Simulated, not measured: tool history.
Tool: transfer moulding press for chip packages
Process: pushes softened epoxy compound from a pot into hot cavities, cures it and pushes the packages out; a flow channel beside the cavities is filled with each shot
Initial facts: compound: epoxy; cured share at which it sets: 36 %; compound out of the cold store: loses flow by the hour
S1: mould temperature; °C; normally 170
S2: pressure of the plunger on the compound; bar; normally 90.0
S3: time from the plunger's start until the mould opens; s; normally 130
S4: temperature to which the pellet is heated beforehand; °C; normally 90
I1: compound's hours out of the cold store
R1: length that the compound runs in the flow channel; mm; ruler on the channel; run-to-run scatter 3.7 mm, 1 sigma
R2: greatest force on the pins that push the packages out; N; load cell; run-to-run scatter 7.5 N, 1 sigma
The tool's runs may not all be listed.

run 1 hour=0.0 | S1=170 S2=90.0 S3=130 S4=90 | I1=15.8 | R1=781 R2=328
run 2 hour=48.0 | S1=170 S2=90.0 S3=130 S4=90 | I1=37.8 | R1=718 R2=316
-- hour=54.9 cavities cleaned with cleaning compound and waxed
run 3 hour=114.1 | S1=172 S2=90.0 S3=130 S4=90 | I1=28.7 | R1=737 R2=294
run 4 hour=179.7 | S1=170 S2=97.7 S3=130 S4=90 | I1=37.7 | R1=745 R2=316
run 5 hour=220.1 | S1=170 S2=97.7 S3=130 S4=90 | I1=18.6 | R1=811 R2=328
-- hour=232.6 cavities cleaned with cleaning compound and waxed
-- hour=261.4 plunger's sealing rings changed
-- hour=266.9 mould's thermocouples calibrated
run 6 hour=291.3 | S1=170 S2=90.0 S3=148 S4=90 | I1=10.2 | R1=793 R2=285
run 7 hour=319.3 | S1=170 S2=90.0 S3=148 S4=90 | I1=23.6 | R1=762 R2=269
run 8 hour=374.8 | S1=170 S2=90.0 S3=148 S4=90 | I1=19.9 | R1=764 R2=271
run 9 hour=403.5 | S1=170 S2=90.0 S3=148 S4=90 | I1=8.9 | R1=798 R2=271
-- hour=412.7 cavities cleaned with cleaning compound and waxed
run 10 hour=468.9 | S1=170 S2=90.0 S3=148 S4=90 | I1=36.6 | R1=722 R2=270
run 11 hour=500.9 | S1=170 S2=90.0 S3=148 S4=90 | I1=12.3 | R1=795 R2=275
run 12 hour=555.7 | S1=170 S2=90.0 S3=148 S4=90 | I1=29.5 | R1=747 R2=264
-- hour=585.7 cavities cleaned with cleaning compound and waxed
run 13 hour=618.2 | S1=170 S2=90.0 S3=148 S4=90 | I1=46.3 | R1=697 R2=258
run 14 hour=677.8 | S1=170 S2=90.0 S3=148 S4=90 | I1=22.6 | R1=767 R2=255
run 15 hour=712.9 | S1=170 S2=109.3 S3=130 S4=94 | I1=46.9 | R1=770 R2=294
run 16 hour=756.0 | S1=177 S2=96.1 S3=138 S4=96 | I1=34.0 | R1=732 R2=250
-- hour=762.3 cavities cleaned with cleaning compound and waxed
run 17 hour=791.3 | S1=167 S2=90.0 S3=134 S4=96 | I1=43.4 | R1=714 R2=346
run 18 hour=843.6 | S1=167 S2=90.0 S3=134 S4=96 | I1=46.2 | R1=708 R2=359
run 19 hour=896.2 | S1=167 S2=90.0 S3=134 S4=96 | I1=21.7 | R1=777 R2=380
-- hour=937.6 cavities cleaned with cleaning compound and waxed
-- hour=952.1 mould's thermocouples calibrated
run 20 hour=952.3 | S1=170 S2=90.0 S3=130 S4=96 | I1=25.8 | R1=759 R2=317
run 21 hour=1015.7 | S1=164 S2=90.0 S3=130 S4=90 | I1=43.9 | R1=736 R2=494
run 22 hour=1068.8 | S1=170 S2=69.2 S3=161 S4=90 | I1=33.6 | R1=645 R2=263
-- hour=1113.3 cavities cleaned with cleaning compound and waxed
run 23 hour=1121.7 | S1=170 S2=69.2 S3=161 S4=90 | I1=23.3 | R1=663 R2=255
run 24 hour=1163.1 | S1=175 S2=90.0 S3=133 S4=90 | I1=9.5 | R1=773 R2=246
run 25 hour=1230.6 | S1=175 S2=90.0 S3=133 S4=90 | I1=47.2 | R1=688 R2=250
-- hour=1289.4 cavities cleaned with cleaning compound and waxed
run 26 hour=1290.2 | S1=175 S2=90.0 S3=133 S4=90 | I1=13.1 | R1=762 R2=257
-- hour=1298.7 plunger's sealing rings changed
run 27 hour=1360.6 | S1=168 S2=90.0 S3=135 S4=90 | I1=41.2 | R1=712 R2=328
run 28 hour=1423.3 | S1=168 S2=90.0 S3=135 S4=90 | I1=39.6 | R1=727 R2=333

What if the next run were any one of these 3? Each begins from the tool's condition after run 28:
-- hour=1464.8 cavities cleaned with cleaning compound and waxed
run A hour=1467.8 | S1=170 S2=90.0 S3=130 S4=85 | I1=21.8 | R1=? R2=?
-- hour=1464.8 cavities cleaned with cleaning compound and waxed
run B hour=1467.8 | S1=174 S2=82.8 S3=164 S4=90 | I1=37.8 | R1=? R2=?
-- hour=1464.8 cavities cleaned with cleaning compound and waxed
run C hour=1467.8 | S1=170 S2=77.6 S3=130 S4=84 | I1=8.8 | R1=? R2=?

run=A R1=762 R2=328
run=B R1=678 R2=225
run=C R1=748 R2=324
Stripped of hidden state, with their random variation kept, the same runs would have yielded:
run=A R1=762 R2=328
run=B R1=679 R2=225
run=C R1=748 R2=324
